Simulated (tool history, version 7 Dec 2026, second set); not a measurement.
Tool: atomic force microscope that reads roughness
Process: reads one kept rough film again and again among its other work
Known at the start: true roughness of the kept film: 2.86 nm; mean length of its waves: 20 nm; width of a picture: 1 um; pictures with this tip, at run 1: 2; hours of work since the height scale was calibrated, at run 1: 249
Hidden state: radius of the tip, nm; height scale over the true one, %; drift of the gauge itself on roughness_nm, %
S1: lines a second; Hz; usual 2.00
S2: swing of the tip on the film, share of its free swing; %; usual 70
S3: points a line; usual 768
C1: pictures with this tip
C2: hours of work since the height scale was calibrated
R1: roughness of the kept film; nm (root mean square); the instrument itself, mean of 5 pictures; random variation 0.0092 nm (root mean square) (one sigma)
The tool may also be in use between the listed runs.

{"run": 1, "hour": 0.0, "S1": 2.0, "S2": 70, "S3": 768, "C1": 2, "C2": 249, "R1": 2.065}
{"run": 2, "hour": 11.9, "S1": 2.0, "S2": 70, "S3": 768, "C1": 16, "C2": 255, "R1": 2.049}
{"run": 3, "hour": 18.0, "S1": 2.0, "S2": 72, "S3": 768, "C1": 23, "C2": 258, "R1": 2.06}
{"run": 4, "hour": 31.9, "S1": 2.0, "S2": 72, "S3": 768, "C1": 40, "C2": 266, "R1": 2.033}
{"run": 5, "hour": 38.1, "S1": 2.0, "S2": 72, "S3": 768, "C1": 47, "C2": 270, "R1": 2.029}
{"run": 6, "hour": 51.9, "S1": 0.86, "S2": 80, "S3": 768, "C1": 63, "C2": 277, "R1": 2.081}
{"run": 7, "hour": 65.5, "S1": 2.0, "S2": 70, "S3": 479, "C1": 79, "C2": 285, "R1": 2.053}
{"run": 8, "hour": 78.6, "S1": 0.64, "S2": 59, "S3": 567, "C1": 94, "C2": 292, "R1": 2.185}
{"run": 9, "hour": 90.9, "S1": 0.64, "S2": 59, "S3": 567, "C1": 108, "C2": 299, "R1": 2.176}
{"hour": 102.7, "done": "new tip fitted"}
{"run": 10, "hour": 102.7, "S1": 0.64, "S2": 59, "S3": 567, "C1": 0, "C2": 305, "R1": 2.178}

4 ways to go on from here, each from the tool as it stands after run 10. What would each give?
{"run": "A", "hour": 108.6, "S1": 2.99, "S2": 67, "S3": 567, "C1": 7, "C2": 308, "R1": "?"}
{"run": "B", "hour": 108.6, "S1": 3.49, "S2": 59, "S3": 567, "C1": 7, "C2": 308, "R1": "?"}
{"run": "C", "hour": 108.6, "S1": 0.64, "S2": 59, "S3": 395, "C1": 7, "C2": 308, "R1": "?"}
{"run": "D", "hour": 108.6, "S1": 0.64, "S2": 59, "S3": 583, "C1": 7, "C2": 308, "R1": "?"}

run=A R1=2.022
run=B R1=2.090
run=C R1=2.152
run=D R1=2.200
Without the tool's hidden state the same runs would have given:
run=A R1=2.022
run=B R1=2.090
run=C R1=2.152
run=D R1=2.201
